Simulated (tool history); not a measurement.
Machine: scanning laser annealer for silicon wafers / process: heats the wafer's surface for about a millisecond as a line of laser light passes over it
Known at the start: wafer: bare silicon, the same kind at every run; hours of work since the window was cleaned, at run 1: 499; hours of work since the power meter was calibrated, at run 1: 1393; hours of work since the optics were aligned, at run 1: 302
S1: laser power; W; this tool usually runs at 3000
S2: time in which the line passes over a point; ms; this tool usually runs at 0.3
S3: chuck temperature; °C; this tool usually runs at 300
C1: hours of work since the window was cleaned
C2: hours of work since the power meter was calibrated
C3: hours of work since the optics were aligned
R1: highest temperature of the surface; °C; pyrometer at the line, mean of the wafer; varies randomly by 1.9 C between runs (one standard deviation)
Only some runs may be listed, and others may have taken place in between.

Run 1, hour 0: usual settings; C1 499; C2 1393; C3 302. Result: R1 1108 °C.
Run 2, hour 45.9: usual settings but S2 0.219 ms; C1 533; C2 1427; C3 336. Result: R1 995 °C.
Run 3, hour 86.9: usual settings but S2 0.219 ms; C1 563; C2 1458; C3 366. Result: R1 993 °C.
Run 4, hour 117.8: usual settings but S2 0.219 ms; C1 586; C2 1481; C3 389. Result: R1 993 °C.
Run 5, hour 163.9: usual settings but S1 2767 W, S2 0.219 ms; C1 620; C2 1515; C3 423. Result: R1 927 °C.
Run 6, hour 211.7: usual settings but S1 2733 W, S2 0.219 ms; C1 655; C2 1550; C3 458. Result: R1 916 °C.
Run 7, hour 249.6: usual settings but S1 2733 W, S2 0.219 ms; C1 684; C2 1578; C3 486. Result: R1 914 °C.
Run 8, hour 269.1: usual settings; C1 698; C2 1593; C3 501. Result: R1 1101 °C.
At hour 275.1: window over the wafer cleaned.
Run 9, hour 312.2: usual settings but S1 3184 W; C1 27; C2 1623; C3 531. Result: R1 1146 °C.
Run 10, hour 335.1: usual settings but S1 3184 W; C1 44; C2 1640; C3 548. Result: R1 1140 °C.
At hour 346.3: window over the wafer cleaned, once more.
Run 11, hour 359.6: usual settings but S1 2936 W; C1 10; C2 1657; C3 565. Result: R1 1099 °C.
Run 12, hour 396.1: usual settings but S3 308 °C; C1 37; C2 1684; C3 592. Result: R1 1124 °C.
Run 13, hour 444: usual settings but S1 2666 W, S2 0.347 ms, S3 322 °C; C1 72; C2 1719; C3 628. Result: R1 1079 °C.
Run 14, hour 470.4: usual settings but S1 2733 W, S2 0.301 ms, S3 267 °C; C1 92; C2 1739; C3 647. Result: R1 999 °C.
Run 15, hour 500.7: usual settings but S1 3001 W, S3 326 °C; C1 114; C2 1761; C3 670. Result: R1 1139 °C.
Run 16, hour 537: usual settings but S1 2785 W, S2 0.342 ms, S3 330 °C; C1 141; C2 1788; C3 696. Result: R1 1123 °C.
Run 17, hour 580.1: usual settings but S1 3044 W, S2 0.238 ms, S3 261 °C; C1 173; C2 1820; C3 728. Result: R1 1003 °C.
Run 18, hour 612.2: usual settings but S1 3044 W, S2 0.238 ms, S3 261 °C; C1 197; C2 1844; C3 752. Result: R1 1005 °C.
Run 19, hour 634.1: usual settings but S1 3157 W, S2 0.22 ms, S3 319 °C; C1 213; C2 1860; C3 768. Result: R1 1061 °C.
Run 20, hour 671.4: usual settings but S1 2559 W; C1 241; C2 1888; C3 796. Result: R1 968 °C.
Run 21, hour 693.7: usual settings but S1 2559 W; C1 257; C2 1904; C3 813. Result: R1 965 °C.
Run 22, hour 738.8: usual settings but S1 3229 W; C1 291; C2 1938; C3 846. Result: R1 1183 °C.
Run 23, hour 768.7: usual settings but S1 2700 W, S2 0.253 ms, S3 329 °C; C1 313; C2 1960; C3 868. Result: R1 983 °C.

5 options for the next run, each taken on its own from the tool as it stands now. Forecast them:
Run A, hour 794.1: usual settings but S1 2985 W, S2 0.331 ms, S3 335 °C; C1 332; C2 1979; C3 887. Result: R1 ?.
Run B, hour 794.1: usual settings but S3 330 °C; C1 332; C2 1979; C3 887. Result: R1 ?.
Run C, hour 794.1: usual settings but S2 0.363 ms; C1 332; C2 1979; C3 887. Result: R1 ?.
Run D, hour 794.1: usual settings but S1 3248 W, S2 0.363 ms, S3 319 °C; C1 332; C2 1979; C3 887. Result: R1 ?.
Run E, hour 794.1: usual settings but S1 2999 W, S3 318 °C; C1 332; C2 1979; C3 887. Result: R1 ?.

run    R1
  A  1172
  B  1137
  C  1184
  D  1290
  E  1122
Without the tool's hidden state the same runs would have given:
run    R1
  A  1205
  B  1169
  C  1218
  D  1328
  E  1153
